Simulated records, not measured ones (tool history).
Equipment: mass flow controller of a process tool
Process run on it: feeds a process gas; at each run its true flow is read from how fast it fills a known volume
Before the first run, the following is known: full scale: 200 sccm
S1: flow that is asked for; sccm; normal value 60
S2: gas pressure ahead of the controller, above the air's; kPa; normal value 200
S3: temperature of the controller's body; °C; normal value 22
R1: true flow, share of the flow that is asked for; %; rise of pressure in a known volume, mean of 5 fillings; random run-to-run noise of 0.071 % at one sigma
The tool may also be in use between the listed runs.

| run | hour | S1 | S2 | S3 | R1 |
|---|---|---|---|---|---|
| 1 | 0 | 60 | 200 | 22 | 98.08 |
| 2 | 407.4 | 60 | 200 | 22 | 97.75 |
| 3 | 633 | 60 | 200 | 22 | 97.85 |
| 4 | 1157 | 89 | 200 | 22 | 97.87 |
| 5 | 1595.8 | 91 | 200 | 22 | 97.85 |
| 6 | 2101.6 | 91 | 200 | 22 | 97.77 |
| 7 | 2546.4 | 91 | 200 | 22 | 97.61 |
| 8 | 2931.8 | 91 | 200 | 22 | 97.58 |
| 9 | 3327.1 | 91 | 200 | 22 | 97.59 |
| 10 | 3639.3 | 60 | 222 | 22 | 97.26 |
| 11 | 4066 | 60 | 222 | 22 | 97.14 |
| 12 | 4558.4 | 60 | 200 | 25 | 97.14 |
| 13 | 4783.1 | 60 | 200 | 25 | 97.16 |
| 14 | 5284.6 | 60 | 200 | 25 | 97.06 |
|  | 5369.4 | controller exchanged for a calibrated one |
| 15 | 5704.4 | 60 | 200 | 22 | 99.41 |
| 16 | 6042.2 | 60 | 200 | 22 | 99.28 |
| 17 | 6429.2 | 60 | 186 | 21 | 98.96 |
| 18 | 6797.8 | 60 | 186 | 21 | 98.9 |
| 19 | 7075.3 | 54 | 238 | 22 | 99.3 |
| 20 | 7355.6 | 54 | 238 | 22 | 99.11 |
| 21 | 7600.8 | 166 | 141 | 39 | 100.27 |
| 22 | 7844.9 | 147 | 141 | 39 | 100.09 |
| 23 | 8220.5 | 40 | 245 | 23 | 98.89 |
| 24 | 8754 | 60 | 200 | 39 | 99.69 |
| 25 | 9092.4 | 35 | 279 | 27 | 98.79 |
| 26 | 9345 | 35 | 167 | 26 | 97.99 |
| 27 | 9847.9 | 114 | 200 | 27 | 99.27 |
| 28 | 10226.8 | 157 | 200 | 22 | 99.28 |
| 29 | 10698.7 | 60 | 274 | 25 | 98.86 |
| 30 | 11097.8 | 60 | 274 | 35 | 99.27 |
| 31 | 11497.9 | 58 | 274 | 22 | 98.42 |
| 32 | 12006.1 | 53 | 183 | 27 | 97.95 |

Predict each of these 5 candidate next runs independently; none follows another, all start after run 32:
| A | 12422.1 | 78 | 258 | 28 | ? |
| B | 12422.1 | 156 | 200 | 28 | ? |
| C | 12422.1 | 53 | 183 | 35 | ? |
| D | 12422.1 | 60 | 141 | 22 | ? |
| E | 12422.1 | 31 | 142 | 28 | ? |

| run | R1 |
|---|---|
| A | 98.73 |
| B | 99.27 |
| C | 98.29 |
| D | 97.66 |
| E | 96.93 |
With the hidden condition removed and each run's random variation left untouched, the same runs would have given:
| run | R1 |
|---|---|
| A | 99.97 |
| B | 100.1 |
| C | 99.93 |
| D | 99.16 |
| E | 99.44 |
